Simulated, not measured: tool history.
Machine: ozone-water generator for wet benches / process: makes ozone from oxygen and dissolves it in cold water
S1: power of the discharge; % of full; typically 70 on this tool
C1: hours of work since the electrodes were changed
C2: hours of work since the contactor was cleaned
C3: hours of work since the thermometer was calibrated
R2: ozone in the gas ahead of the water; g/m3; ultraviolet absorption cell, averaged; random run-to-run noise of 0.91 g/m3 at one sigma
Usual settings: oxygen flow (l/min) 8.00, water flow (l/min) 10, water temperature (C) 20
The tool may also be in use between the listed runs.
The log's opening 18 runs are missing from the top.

run 19 hour=1032.9 | S1=70 oxygen_flow_(l/min)=8.15 water_flow_(l/min)=10 water_temperature_(C)=20 | C1=889 C2=120 C3=590 | dissolved_ozone_(ppm)=24.5 R2=144.5
run 20 hour=1092.2 | S1=53 oxygen_flow_(l/min)=8.15 water_flow_(l/min)=10 water_temperature_(C)=20 | C1=932 C2=164 C3=634 | dissolved_ozone_(ppm)=20.3 R2=120.3
run 21 hour=1151.9 | S1=53 oxygen_flow_(l/min)=8.15 water_flow_(l/min)=10 water_temperature_(C)=20 | C1=976 C2=208 C3=677 | dissolved_ozone_(ppm)=20.0 R2=120.7
run 22 hour=1195.4 | S1=88 oxygen_flow_(l/min)=9.97 water_flow_(l/min)=9 water_temperature_(C)=12 | C1=1008 C2=239 C3=709 | dissolved_ozone_(ppm)=33.1 R2=149.8
run 23 hour=1256.6 | S1=67 oxygen_flow_(l/min)=9.97 water_flow_(l/min)=9 water_temperature_(C)=12 | C1=1053 C2=284 C3=754 | dissolved_ozone_(ppm)=27.8 R2=123.7
run 24 hour=1315.6 | S1=93 oxygen_flow_(l/min)=9.81 water_flow_(l/min)=9 water_temperature_(C)=18 | C1=1096 C2=327 C3=797 | dissolved_ozone_(ppm)=30.3 R2=154.9
run 25 hour=1367.0 | S1=90 oxygen_flow_(l/min)=5.14 water_flow_(l/min)=10 water_temperature_(C)=20 | C1=1134 C2=365 C3=835 | dissolved_ozone_(ppm)=32.2 R2=220.1
run 26 hour=1443.5 | S1=77 oxygen_flow_(l/min)=4.15 water_flow_(l/min)=15 water_temperature_(C)=19 | C1=1190 C2=421 C3=891 | dissolved_ozone_(ppm)=22.5 R2=226.9
run 27 hour=1521.0 | S1=77 oxygen_flow_(l/min)=4.15 water_flow_(l/min)=15 water_temperature_(C)=19 | C1=1246 C2=478 C3=948 | dissolved_ozone_(ppm)=22.3 R2=224.7
run 28 hour=1570.0 | S1=77 oxygen_flow_(l/min)=4.15 water_flow_(l/min)=11 water_temperature_(C)=25 | C1=1282 C2=514 C3=983 | dissolved_ozone_(ppm)=25.2 R2=227.3
run 29 hour=1606.0 | S1=85 oxygen_flow_(l/min)=8.00 water_flow_(l/min)=7 water_temperature_(C)=20 | C1=1309 C2=540 C3=1010 | dissolved_ozone_(ppm)=31.8 R2=164.6
run 30 hour=1661.2 | S1=85 oxygen_flow_(l/min)=8.00 water_flow_(l/min)=7 water_temperature_(C)=20 | C1=1349 C2=580 C3=1050 | dissolved_ozone_(ppm)=31.9 R2=163.2
run 31 hour=1709.6 | S1=70 oxygen_flow_(l/min)=5.79 water_flow_(l/min)=7 water_temperature_(C)=20 | C1=1384 C2=616 C3=1086 | dissolved_ozone_(ppm)=31.9 R2=173.5
run 32 hour=1770.6 | S1=70 oxygen_flow_(l/min)=6.43 water_flow_(l/min)=6 water_temperature_(C)=20 | C1=1429 C2=661 C3=1130 | dissolved_ozone_(ppm)=32.7 R2=164.1

Here are 4 independent what-if runs from the current tool condition. What would each one return?
run A hour=1837.2 | S1=53 oxygen_flow_(l/min)=6.23 water_flow_(l/min)=14 water_temperature_(C)=20 | C1=1478 C2=709 C3=1179 | dissolved_ozone_(ppm)=? R2=?
run B hour=1837.2 | S1=70 oxygen_flow_(l/min)=8.29 water_flow_(l/min)=10 water_temperature_(C)=20 | C1=1478 C2=709 C3=1179 | dissolved_ozone_(ppm)=? R2=?
run C hour=1837.2 | S1=70 oxygen_flow_(l/min)=8.00 water_flow_(l/min)=10 water_temperature_(C)=14 | C1=1478 C2=709 C3=1179 | dissolved_ozone_(ppm)=? R2=?
run D hour=1837.2 | S1=70 oxygen_flow_(l/min)=8.00 water_flow_(l/min)=10 water_temperature_(C)=23 | C1=1478 C2=709 C3=1179 | dissolved_ozone_(ppm)=? R2=?

run=A dissolved_ozone_(ppm)=17.3 R2=138.8
run=B dissolved_ozone_(ppm)=23.7 R2=140.9
run=C dissolved_ozone_(ppm)=27.3 R2=143.6
run=D dissolved_ozone_(ppm)=22.1 R2=143.4
Stripped of hidden state, with their random variation kept, the same runs would have yielded:
run=A dissolved_ozone_(ppm)=18.4 R2=144.7
run=B dissolved_ozone_(ppm)=25.3 R2=148.3
run=C dissolved_ozone_(ppm)=29.1 R2=151.2
run=D dissolved_ozone_(ppm)=23.6 R2=150.9
